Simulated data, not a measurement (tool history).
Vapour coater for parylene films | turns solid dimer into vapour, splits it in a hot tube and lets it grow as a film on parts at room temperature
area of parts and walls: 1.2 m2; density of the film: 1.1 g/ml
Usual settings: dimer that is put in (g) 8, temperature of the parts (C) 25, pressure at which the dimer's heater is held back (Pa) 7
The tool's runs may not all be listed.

run    day  dimer that is put in (g)  temperature of the parts (C)  pressure at which the dimer's heater is held back (Pa)  thickness of the film (um)
  1      0                         8                            25                                                       7                        3.07
  2  0.433                         7                            25                                                       7                        2.65
  3  1.238                         7                            25                                                       7                        2.63
  4  2.067                         7                            25                                                       7                        2.63
  5  2.504                         8                            25                                                   11.56                         2.7
  6  3.112                        12                            25                                                   11.56                        4.04
  7  3.633                         4                            25                                                       7                        1.51
  8  4.438                         4                            22                                                       7                        1.61
  9  4.825                         4                            22                                                       7                        1.62
 10  5.538                         4                            22                                                       7                        1.61
 11  6.138                         4                            23                                                    4.34                        1.75
 12  6.588                         4                            23                                                    4.34                        1.73
 13  6.975                         8                            25                                                    4.98                         3.2
 14  7.812                         8                            25                                                    4.98                        3.16
 15  8.342                         5                            25                                                    5.31                        1.95
 16  8.879                         4                            25                                                    7.24                        1.46
 17  9.388                         8                            36                                                       7                        2.24

4 ways to go on from here, each from the tool as it stands after run 17. What would each give?
  A  10.162                         8                            25                                                       7                           ?
  B  10.162                         7                            24                                                    2.82                           ?
  C  10.162                        12                            21                                                    7.42                           ?
  D  10.162                         8                            22                                                       7                           ?

run  thickness of the film (um)
  A                        2.97
  B                        3.23
  C                        4.84
  D                        3.15
Without the tool's hidden state the same runs would have given:
run  thickness of the film (um)
  A                        3.14
  B                        3.41
  C                         5.1
  D                        3.33

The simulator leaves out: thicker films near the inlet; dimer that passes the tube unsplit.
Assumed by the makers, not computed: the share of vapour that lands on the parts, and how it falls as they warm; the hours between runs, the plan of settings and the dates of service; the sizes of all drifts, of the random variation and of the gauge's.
